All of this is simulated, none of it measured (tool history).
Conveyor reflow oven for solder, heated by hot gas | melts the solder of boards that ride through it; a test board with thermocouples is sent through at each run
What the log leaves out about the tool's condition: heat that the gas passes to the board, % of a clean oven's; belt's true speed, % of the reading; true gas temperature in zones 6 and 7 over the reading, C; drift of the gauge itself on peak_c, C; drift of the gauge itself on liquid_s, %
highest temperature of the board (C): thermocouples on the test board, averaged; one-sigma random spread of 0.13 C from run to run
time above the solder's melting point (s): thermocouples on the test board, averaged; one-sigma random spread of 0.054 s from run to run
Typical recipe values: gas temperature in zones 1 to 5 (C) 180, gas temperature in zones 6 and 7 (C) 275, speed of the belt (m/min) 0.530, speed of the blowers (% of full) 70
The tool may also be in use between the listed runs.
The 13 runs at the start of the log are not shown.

| run | hour | gas temperature in zones 1 to 5 (C) | gas temperature in zones 6 and 7 (C) | speed of the belt (m/min) | speed of the blowers (% of full) | hours of work since the flux was cleaned out | hours of work since the belt drive was overhauled | hours of work since the thermocouples were changed | highest temperature of the board (C) | time above the solder's melting point (s) |
|---|---|---|---|---|---|---|---|---|---|---|
|  | 257.9 | thermocouples of zones 6 and 7 changed |
| 14 | 261.5 | 180 | 271 | 0.530 | 70 | 173 | 382 | 3 | 259.7 | 57.80 |
| 15 | 276.5 | 180 | 271 | 0.530 | 70 | 184 | 394 | 15 | 259.4 | 57.73 |
| 16 | 289.6 | 189 | 275 | 0.530 | 70 | 195 | 405 | 25 | 263.9 | 62.87 |
| 17 | 308.1 | 189 | 275 | 0.530 | 70 | 210 | 419 | 40 | 264.1 | 62.86 |
| 18 | 335.6 | 180 | 281 | 0.421 | 60 | 231 | 441 | 62 | 272.1 | 79.77 |
| 19 | 355.2 | 180 | 287 | 0.437 | 86 | 247 | 457 | 77 | 280.9 | 79.80 |
| 20 | 371.9 | 180 | 275 | 0.456 | 70 | 260 | 470 | 91 | 266.3 | 71.13 |
| 21 | 383.7 | 169 | 285 | 0.432 | 70 | 270 | 479 | 100 | 276.1 | 76.08 |
| 22 | 405.1 | 166 | 270 | 0.492 | 54 | 287 | 496 | 117 | 253.8 | 53.90 |
| 23 | 417.9 | 166 | 270 | 0.492 | 54 | 297 | 507 | 127 | 253.9 | 53.93 |
| 24 | 443.5 | 192 | 270 | 0.564 | 54 | 317 | 527 | 148 | 254.1 | 55.03 |
| 25 | 463.8 | 192 | 270 | 0.564 | 54 | 333 | 543 | 164 | 254.0 | 54.90 |
| 26 | 489.0 | 180 | 280 | 0.611 | 70 | 354 | 563 | 184 | 261.9 | 50.42 |
| 27 | 505.3 | 194 | 265 | 0.446 | 68 | 367 | 576 | 197 | 258.0 | 74.72 |
| 28 | 518.8 | 194 | 265 | 0.547 | 68 | 377 | 587 | 208 | 253.8 | 58.15 |
| 29 | 533.9 | 169 | 275 | 0.530 | 60 | 389 | 599 | 220 | 257.6 | 52.88 |
| 30 | 546.4 | 180 | 273 | 0.530 | 68 | 399 | 609 | 230 | 259.5 | 57.71 |
| 31 | 564.9 | 180 | 289 | 0.530 | 80 | 414 | 624 | 244 | 276.6 | 64.65 |
| 32 | 593.1 | 171 | 282 | 0.492 | 51 | 436 | 646 | 267 | 263.9 | 61.13 |

Consider 3 possible next runs. They are alternatives, not a sequence: every one starts from the tool as it was left by run 32. What does each give?
| A | 615.8 | 180 | 274 | 0.530 | 70 | 454 | 664 | 285 | ? | ? |
| B | 615.8 | 166 | 282 | 0.492 | 62 | 454 | 664 | 285 | ? | ? |
| C | 615.8 | 170 | 284 | 0.530 | 89 | 454 | 664 | 285 | ? | ? |

| run | highest temperature of the board (C) | time above the solder's melting point (s) |
|---|---|---|
| A | 260.5 | 58.21 |
| B | 266.2 | 61.23 |
| C | 272.0 | 60.37 |
What these runs would have given with no unlogged condition in the tool:
| run | highest temperature of the board (C) | time above the solder's melting point (s) |
|---|---|---|
| A | 262.9 | 59.22 |
| B | 268.7 | 62.24 |
| C | 274.9 | 61.16 |

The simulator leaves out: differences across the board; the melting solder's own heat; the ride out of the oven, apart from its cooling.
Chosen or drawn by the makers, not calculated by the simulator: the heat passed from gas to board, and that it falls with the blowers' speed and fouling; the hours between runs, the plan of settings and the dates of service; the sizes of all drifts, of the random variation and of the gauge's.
